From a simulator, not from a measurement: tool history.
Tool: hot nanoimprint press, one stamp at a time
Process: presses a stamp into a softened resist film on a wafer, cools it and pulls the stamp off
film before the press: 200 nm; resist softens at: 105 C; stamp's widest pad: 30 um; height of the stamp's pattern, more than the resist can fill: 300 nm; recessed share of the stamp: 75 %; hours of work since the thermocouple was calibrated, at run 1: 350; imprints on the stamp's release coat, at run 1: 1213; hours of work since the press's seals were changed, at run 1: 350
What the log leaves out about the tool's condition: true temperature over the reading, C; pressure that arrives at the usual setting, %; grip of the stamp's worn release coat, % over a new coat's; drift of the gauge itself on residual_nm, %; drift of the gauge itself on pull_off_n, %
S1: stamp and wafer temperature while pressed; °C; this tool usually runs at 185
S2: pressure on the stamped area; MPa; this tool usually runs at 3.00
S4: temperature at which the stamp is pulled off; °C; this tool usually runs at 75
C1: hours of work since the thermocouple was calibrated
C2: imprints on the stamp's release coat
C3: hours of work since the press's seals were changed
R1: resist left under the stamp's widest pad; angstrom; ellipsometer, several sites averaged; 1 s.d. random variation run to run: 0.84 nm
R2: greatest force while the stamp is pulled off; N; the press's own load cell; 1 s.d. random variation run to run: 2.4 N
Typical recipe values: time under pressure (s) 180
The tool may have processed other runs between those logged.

run 1 hour=0.0 | S1=185 S2=3.00 time_under_pressure_(s)=180 S4=75 | C1=350 C2=1213 C3=350 | R1=1064 R2=140
run 2 hour=8.2 | S1=185 S2=3.00 time_under_pressure_(s)=180 S4=75 | C1=357 C2=1239 C3=357 | R1=1065 R2=146
run 3 hour=17.8 | S1=185 S2=3.00 time_under_pressure_(s)=180 S4=75 | C1=364 C2=1269 C3=364 | R1=1061 R2=145
run 4 hour=24.5 | S1=185 S2=3.00 time_under_pressure_(s)=180 S4=75 | C1=369 C2=1291 C3=369 | R1=1067 R2=145
run 5 hour=35.8 | S1=185 S2=3.00 time_under_pressure_(s)=180 S4=75 | C1=378 C2=1326 C3=378 | R1=1059 R2=146
run 6 hour=45.7 | S1=185 S2=3.00 time_under_pressure_(s)=180 S4=75 | C1=386 C2=1358 C3=386 | R1=1061 R2=148
run 7 hour=53.2 | S1=185 S2=3.00 time_under_pressure_(s)=180 S4=75 | C1=392 C2=1381 C3=392 | R1=1062 R2=148
run 8 hour=62.6 | S1=197 S2=3.00 time_under_pressure_(s)=180 S4=75 | C1=399 C2=1411 C3=399 | R1=628 R2=150
run 9 hour=69.6 | S1=197 S2=3.00 time_under_pressure_(s)=180 S4=75 | C1=405 C2=1433 C3=405 | R1=634 R2=149
run 10 hour=80.3 | S1=185 S2=3.00 time_under_pressure_(s)=292 S4=75 | C1=413 C2=1467 C3=413 | R1=882 R2=151
run 11 hour=86.4 | S1=185 S2=3.00 time_under_pressure_(s)=292 S4=75 | C1=418 C2=1486 C3=418 | R1=900 R2=149
run 12 hour=92.9 | S1=185 S2=3.00 time_under_pressure_(s)=180 S4=75 | C1=423 C2=1507 C3=423 | R1=1048 R2=156
run 13 hour=103.6 | S1=185 S2=3.00 time_under_pressure_(s)=180 S4=75 | C1=432 C2=1541 C3=432 | R1=1050 R2=153
run 14 hour=109.9 | S1=185 S2=3.00 time_under_pressure_(s)=180 S4=75 | C1=437 C2=1561 C3=437 | R1=1053 R2=149
run 15 hour=118.2 | S1=185 S2=3.00 time_under_pressure_(s)=359 S4=75 | C1=443 C2=1587 C3=443 | R1=824 R2=154
run 16 hour=129.4 | S1=195 S2=2.95 time_under_pressure_(s)=228 S4=76 | C1=452 C2=1622 C3=452 | R1=626 R2=152
run 17 hour=138.1 | S1=195 S2=2.95 time_under_pressure_(s)=228 S4=76 | C1=459 C2=1650 C3=459 | R1=623 R2=160
run 18 hour=147.0 | S1=183 S2=2.95 time_under_pressure_(s)=245 S4=76 | C1=466 C2=1678 C3=466 | R1=1026 R2=157
run 19 hour=157.8 | S1=185 S2=3.00 time_under_pressure_(s)=105 S4=75 | C1=474 C2=1712 C3=474 | R1=1250 R2=154
-- hour=167.0 plate thermocouple calibrated
run 20 hour=172.1 | S1=185 S2=3.00 time_under_pressure_(s)=122 S4=75 | C1=4 C2=1748 C3=483 | R1=1284 R2=162
run 21 hour=182.2 | S1=185 S2=3.00 time_under_pressure_(s)=122 S4=75 | C1=12 C2=1780 C3=491 | R1=1264 R2=166
run 22 hour=191.3 | S1=185 S2=3.00 time_under_pressure_(s)=122 S4=75 | C1=19 C2=1809 C3=498 | R1=1274 R2=160
run 23 hour=196.3 | S1=186 S2=3.00 time_under_pressure_(s)=157 S4=73 | C1=23 C2=1824 C3=502 | R1=1145 R2=163
run 24 hour=205.2 | S1=186 S2=3.00 time_under_pressure_(s)=157 S4=73 | C1=30 C2=1852 C3=509 | R1=1136 R2=169

Forecast run 25:
run 25 hour=213.3 | S1=185 S2=3.00 time_under_pressure_(s)=316 S4=81 | C1=36 C2=1878 C3=516 | R1=? R2=?

Logged for run 25: R1 926 angstrom, R2 154 N.
Take away the tool's hidden state, keep the run-to-run variation as it was, and the same run would have given R1 919 angstrom, R2 101 N.
